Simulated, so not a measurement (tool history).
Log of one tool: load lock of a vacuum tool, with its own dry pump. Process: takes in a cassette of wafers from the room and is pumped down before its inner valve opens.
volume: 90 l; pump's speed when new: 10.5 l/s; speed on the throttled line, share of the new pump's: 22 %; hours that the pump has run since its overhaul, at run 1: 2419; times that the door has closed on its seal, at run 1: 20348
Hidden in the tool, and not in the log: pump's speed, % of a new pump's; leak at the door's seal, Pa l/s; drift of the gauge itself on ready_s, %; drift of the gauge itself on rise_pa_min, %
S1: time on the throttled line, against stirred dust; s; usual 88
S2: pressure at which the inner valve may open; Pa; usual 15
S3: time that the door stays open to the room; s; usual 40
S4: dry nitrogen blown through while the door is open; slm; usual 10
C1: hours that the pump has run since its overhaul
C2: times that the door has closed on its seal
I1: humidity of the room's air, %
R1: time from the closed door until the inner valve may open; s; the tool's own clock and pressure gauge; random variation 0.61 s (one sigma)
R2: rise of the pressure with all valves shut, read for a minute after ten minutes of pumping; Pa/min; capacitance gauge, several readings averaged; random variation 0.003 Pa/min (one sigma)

run,day,S1,S2,S3,S4,C1,C2,I1,R1,R2
1,0.000,88,15,40,10,2419,20348,43.3,147.0,0.065
2,9.921,88,15,37,10,2658,21321,43.1,145.9,0.065
3,21.042,88,15,37,10,2925,22411,44.2,145.1,0.073
4,35.546,88,15,40,40,3273,23833,46.5,145.0,0.074
5,53.725,88,11,40,10,3709,25616,41.6,148.6,0.088
6,74.254,88,11,40,10,4202,27629,46.6,148.8,0.102
7,89.875,88,19,40,10,4577,29161,41.2,143.7,0.111
8,108.029,88,19,40,10,5012,30941,42.5,145.4,0.118
9,129.142,88,19,40,10,5519,33012,43.7,143.6,0.120
10,146.762,88,15,40,10,5942,34739,46.0,146.4,0.133
11,166.708,88,15,40,10,6420,36696,43.9,148.1,0.146
12,183.033,88,12,40,10,6812,38296,41.4,149.8,0.151
13,192.100,88,12,40,10,7030,39186,44.8,150.3,0.169
14,204.417,88,12,40,10,7326,40394,43.0,151.5,0.162
# day 217.142: door's seal changed, seat wiped
15,225.808,88,12,40,10,7837,850,45.5,149.2,0.009
16,241.608,88,12,40,10,8217,2399,45.6,151.7,0.008
17,263.217,46,15,40,10,8735,4518,46.0,116.3,0.023
18,283.746,88,29,40,10,9228,6532,43.5,142.9,0.025
19,294.829,88,29,40,8,9494,7618,46.8,144.1,0.023
20,310.125,149,22,87,25,9861,9118,46.8,191.1,0.031
21,323.508,139,13,202,42,10182,10431,45.4,189.0,0.027
22,344.246,139,13,202,42,10680,12464,44.4,189.3,0.033
23,359.425,139,13,202,42,11044,13953,43.7,190.6,0.037
24,374.621,105,29,86,25,11409,15443,45.4,156.2,0.043
25,386.925,105,16,86,7,11704,16650,46.0,163.5,0.066
26,408.312,105,16,86,7,12217,18747,43.8,163.1,0.068
27,423.846,105,16,86,7,12590,20270,46.0,163.1,0.075
28,432.988,88,15,132,4,12810,21167,46.1,150.8,0.086
29,446.233,140,15,132,4,13128,22465,44.7,191.0,0.090
30,455.879,140,15,132,4,13359,23411,45.9,190.3,0.090
31,477.254,88,21,40,10,13872,25508,43.5,148.5,0.084
32,495.533,88,17,40,10,14311,27300,48.3,150.5,0.090
33,508.012,58,15,40,36,14610,28524,45.4,129.6,0.089
34,520.029,58,15,40,36,14899,29702,46.0,130.7,0.098
35,540.083,58,15,40,36,15380,31669,48.0,130.6,0.107
36,560.288,58,15,40,36,15865,33650,45.7,129.8,0.123
# day 577.512: dry pump taken out, an overhauled one fitted
37,580.412,58,15,40,36,70,35599,44.7,119.9,0.128

Forecast each of these 4 alternatives for the next run:
A,591.692,92,15,125,36,340,36705,45.1,?,?
B,591.692,58,21,92,5,340,36705,45.5,?,?
C,591.692,135,16,40,5,340,36705,46.6,?,?
D,591.692,68,17,40,16,340,36705,43.5,?,?

run,R1,R2
A,146.6,0.133
B,117.3,0.154
C,179.3,0.156
D,127.3,0.145
Without the tool's hidden state the same runs would have given:
run,R1,R2
A,147.4,0.004
B,118.1,0.024
C,179.9,0.024
D,128.1,0.013

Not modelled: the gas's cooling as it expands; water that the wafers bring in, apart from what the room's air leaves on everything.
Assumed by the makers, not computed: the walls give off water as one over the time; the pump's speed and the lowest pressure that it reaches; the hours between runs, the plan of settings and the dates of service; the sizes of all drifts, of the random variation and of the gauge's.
